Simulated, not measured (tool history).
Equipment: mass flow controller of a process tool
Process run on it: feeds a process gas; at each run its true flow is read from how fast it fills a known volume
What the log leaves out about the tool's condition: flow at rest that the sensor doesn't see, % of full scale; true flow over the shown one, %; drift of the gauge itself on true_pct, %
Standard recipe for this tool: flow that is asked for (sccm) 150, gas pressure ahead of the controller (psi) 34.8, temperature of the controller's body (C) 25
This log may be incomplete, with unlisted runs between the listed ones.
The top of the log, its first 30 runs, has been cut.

run	hour	flow that is asked for (sccm)	gas pressure ahead of the controller (psi)	temperature of the controller's body (C)	hours of work since the controller was set to zero	hours of work since the controller was changed	true flow (%)
# hour 3509: controller's zero set anew
31	3664.6	83	34.8	32	118	7733	87.98
32	3766.9	83	23.2	32	196	7811	87.48
33	3931.7	83	23.2	32	321	7936	87.3
34	4011.1	83	23.2	32	381	7997	87.17
35	4086.7	150	34.7	24	439	8054	92.13
# hour 4096.5: controller's zero set anew, once more
36	4239.1	150	34.7	24	108	8169	96.7
37	4339.5	150	25.2	25	185	8246	96.32
38	4486.9	131	29.7	25	297	8358	96.27
39	4576.1	63	29.7	39	364	8425	94.69
40	4686.6	63	29.7	39	448	8509	94.42
41	4801.1	125	31.5	25	535	8596	96.04
42	4888.9	116	33.5	29	602	8663	95.76
43	5024.7	127	31.3	27	705	8766	95.93
44	5135	63	31.3	27	789	8850	94.84
45	5224	150	34.8	20	856	8917	96.49
46	5302.4	247	28	23	916	8977	96.58
47	5408.4	69	34.5	34	997	9058	94.48

Predict each of these 5 candidate next runs independently; none follows another, all start after run 47:
A	5518.1	354	21.5	29	1080	9141	?
B	5518.1	103	34.5	25	1080	9141	?
C	5518.1	69	34.5	31	1080	9141	?
D	5518.1	393	31.2	28	1080	9141	?
E	5518.1	106	34.5	34	1080	9141	?

run	true flow (%)
A	96.79
B	95.46
C	94.51
D	97.18
E	94.98
What these runs would have given with no unlogged condition in the tool:
run	true flow (%)
A	98.9
B	98.16
C	97.6
D	99.27
E	97.64

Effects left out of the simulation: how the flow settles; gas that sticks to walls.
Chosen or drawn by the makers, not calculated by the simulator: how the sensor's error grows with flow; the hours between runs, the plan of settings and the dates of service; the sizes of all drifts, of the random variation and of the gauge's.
